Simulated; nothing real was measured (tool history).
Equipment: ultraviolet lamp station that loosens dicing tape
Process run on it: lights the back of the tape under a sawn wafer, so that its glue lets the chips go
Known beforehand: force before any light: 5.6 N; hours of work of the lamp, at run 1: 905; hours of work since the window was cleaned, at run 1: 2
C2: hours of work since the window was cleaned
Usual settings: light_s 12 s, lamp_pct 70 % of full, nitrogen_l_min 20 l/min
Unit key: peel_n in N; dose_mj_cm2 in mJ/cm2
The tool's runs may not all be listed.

run 1 hour=0.0 | light_s=12 lamp_pct=70 nitrogen_l_min=20 | hours_of_work_of_the_lamp=905 C2=2 | peel_n=0.671 dose_mj_cm2=336
run 2 hour=58.9 | light_s=12 lamp_pct=70 nitrogen_l_min=20 | hours_of_work_of_the_lamp=941 C2=38 | peel_n=0.701 dose_mj_cm2=326
run 3 hour=107.3 | light_s=12 lamp_pct=61 nitrogen_l_min=20 | hours_of_work_of_the_lamp=970 C2=68 | peel_n=0.909 dose_mj_cm2=277
run 4 hour=143.6 | light_s=12 lamp_pct=61 nitrogen_l_min=20 | hours_of_work_of_the_lamp=992 C2=90 | peel_n=0.911 dose_mj_cm2=279
run 5 hour=183.8 | light_s=12 lamp_pct=61 nitrogen_l_min=20 | hours_of_work_of_the_lamp=1017 C2=114 | peel_n=0.941 dose_mj_cm2=266
run 6 hour=225.3 | light_s=12 lamp_pct=70 nitrogen_l_min=20 | hours_of_work_of_the_lamp=1042 C2=140 | peel_n=0.790 dose_mj_cm2=299
run 7 hour=277.7 | light_s=12 lamp_pct=70 nitrogen_l_min=20 | hours_of_work_of_the_lamp=1074 C2=172 | peel_n=0.771 dose_mj_cm2=294
run 8 hour=312.5 | light_s=12 lamp_pct=70 nitrogen_l_min=20 | hours_of_work_of_the_lamp=1095 C2=193 | peel_n=0.809 dose_mj_cm2=296
run 9 hour=366.9 | light_s=12 lamp_pct=70 nitrogen_l_min=20 | hours_of_work_of_the_lamp=1128 C2=226 | peel_n=0.874 dose_mj_cm2=291
-- hour=370.2 window cleaned of glue's vapour
run 10 hour=426.3 | light_s=12 lamp_pct=70 nitrogen_l_min=20 | hours_of_work_of_the_lamp=1164 C2=34 | peel_n=0.781 dose_mj_cm2=300
run 11 hour=454.0 | light_s=12 lamp_pct=70 nitrogen_l_min=20 | hours_of_work_of_the_lamp=1181 C2=51 | peel_n=0.797 dose_mj_cm2=294
run 12 hour=493.5 | light_s=7 lamp_pct=70 nitrogen_l_min=20 | hours_of_work_of_the_lamp=1205 C2=75 | peel_n=1.754 dose_mj_cm2=170
run 13 hour=535.7 | light_s=17 lamp_pct=70 nitrogen_l_min=20 | hours_of_work_of_the_lamp=1231 C2=101 | peel_n=0.488 dose_mj_cm2=401
run 14 hour=565.6 | light_s=12 lamp_pct=70 nitrogen_l_min=20 | hours_of_work_of_the_lamp=1249 C2=119 | peel_n=0.909 dose_mj_cm2=283
run 15 hour=622.2 | light_s=12 lamp_pct=70 nitrogen_l_min=20 | hours_of_work_of_the_lamp=1284 C2=153 | peel_n=0.907 dose_mj_cm2=274
run 16 hour=659.9 | light_s=7 lamp_pct=70 nitrogen_l_min=20 | hours_of_work_of_the_lamp=1307 C2=176 | peel_n=1.908 dose_mj_cm2=157
-- hour=673.3 lamp changed
run 17 hour=697.1 | light_s=13 lamp_pct=72 nitrogen_l_min=20 | hours_of_work_of_the_lamp=14 C2=198 | peel_n=0.403 dose_mj_cm2=453
run 18 hour=743.8 | light_s=10 lamp_pct=67 nitrogen_l_min=11 | hours_of_work_of_the_lamp=43 C2=227 | peel_n=0.985 dose_mj_cm2=322
-- hour=749.9 window cleaned of glue's vapour
run 19 hour=781.5 | light_s=10 lamp_pct=67 nitrogen_l_min=11 | hours_of_work_of_the_lamp=66 C2=19 | peel_n=0.880 dose_mj_cm2=339
run 20 hour=832.7 | light_s=12 lamp_pct=70 nitrogen_l_min=8 | hours_of_work_of_the_lamp=97 C2=50 | peel_n=0.800 dose_mj_cm2=417
run 21 hour=878.4 | light_s=17 lamp_pct=70 nitrogen_l_min=28 | hours_of_work_of_the_lamp=125 C2=78 | peel_n=0.257 dose_mj_cm2=585
run 22 hour=909.8 | light_s=17 lamp_pct=70 nitrogen_l_min=28 | hours_of_work_of_the_lamp=144 C2=97 | peel_n=0.255 dose_mj_cm2=575
run 23 hour=961.0 | light_s=17 lamp_pct=70 nitrogen_l_min=28 | hours_of_work_of_the_lamp=175 C2=129 | peel_n=0.256 dose_mj_cm2=568
run 24 hour=1018.6 | light_s=8 lamp_pct=71 nitrogen_l_min=9 | hours_of_work_of_the_lamp=210 C2=164 | peel_n=1.422 dose_mj_cm2=264
run 25 hour=1058.5 | light_s=12 lamp_pct=66 nitrogen_l_min=28 | hours_of_work_of_the_lamp=234 C2=188 | peel_n=0.478 dose_mj_cm2=364
run 26 hour=1093.0 | light_s=9 lamp_pct=70 nitrogen_l_min=8 | hours_of_work_of_the_lamp=255 C2=209 | peel_n=1.384 dose_mj_cm2=287
run 27 hour=1121.7 | light_s=12 lamp_pct=99 nitrogen_l_min=28 | hours_of_work_of_the_lamp=273 C2=226 | peel_n=0.275 dose_mj_cm2=533
-- hour=1127.4 window cleaned of glue's vapour
run 28 hour=1166.1 | light_s=12 lamp_pct=99 nitrogen_l_min=28 | hours_of_work_of_the_lamp=300 C2=24 | peel_n=0.254 dose_mj_cm2=571
run 29 hour=1208.0 | light_s=23 lamp_pct=70 nitrogen_l_min=39 | hours_of_work_of_the_lamp=325 C2=49 | peel_n=0.214 dose_mj_cm2=757
run 30 hour=1235.3 | light_s=14 lamp_pct=72 nitrogen_l_min=17 | hours_of_work_of_the_lamp=342 C2=66 | peel_n=0.420 dose_mj_cm2=466

Subtracting, for every run, the result it would have given without the tool's unlogged condition from the measured result gives the following. The same run-to-run variation enters both numbers; the gauge's scatter may not:
Hidden conditions of the tool in this case: lamp's light, % of a new lamp's; light that the window lets through, % of a clean one's; drift of the gauge itself on peel_n, %; drift of the gauge itself on dose_mj_cm2, %.
run=1 peel_n=+0.267 dose_mj_cm2=-114
run=2 peel_n=+0.291 dose_mj_cm2=-121
run=3 peel_n=+0.393 dose_mj_cm2=-111
run=4 peel_n=+0.403 dose_mj_cm2=-115
run=5 peel_n=+0.427 dose_mj_cm2=-119
run=6 peel_n=+0.380 dose_mj_cm2=-143
run=7 peel_n=+0.382 dose_mj_cm2=-149
run=8 peel_n=+0.413 dose_mj_cm2=-154
run=9 peel_n=+0.458 dose_mj_cm2=-162
run=10 peel_n=+0.388 dose_mj_cm2=-147
run=11 peel_n=+0.402 dose_mj_cm2=-151
run=12 peel_n=+0.758 dose_mj_cm2=-90
run=13 peel_n=+0.229 dose_mj_cm2=-227
run=14 peel_n=+0.486 dose_mj_cm2=-164
run=15 peel_n=+0.508 dose_mj_cm2=-171
run=16 peel_n=+0.906 dose_mj_cm2=-103
run=17 peel_n=+0.048 dose_mj_cm2=-40
run=18 peel_n=+0.142 dose_mj_cm2=-34
run=19 peel_n=+0.055 dose_mj_cm2=-14
run=20 peel_n=+0.077 dose_mj_cm2=-27
run=21 peel_n=+0.015 dose_mj_cm2=-47
run=22 peel_n=+0.018 dose_mj_cm2=-54
run=23 peel_n=+0.021 dose_mj_cm2=-64
run=24 peel_n=+0.222 dose_mj_cm2=-36
run=25 peel_n=+0.102 dose_mj_cm2=-56
run=26 peel_n=+0.268 dose_mj_cm2=-49
run=27 peel_n=+0.039 dose_mj_cm2=-99
run=28 peel_n=+0.021 dose_mj_cm2=-64
run=29 peel_n=+0.004 dose_mj_cm2=-99
run=30 peel_n=+0.078 dose_mj_cm2=-67
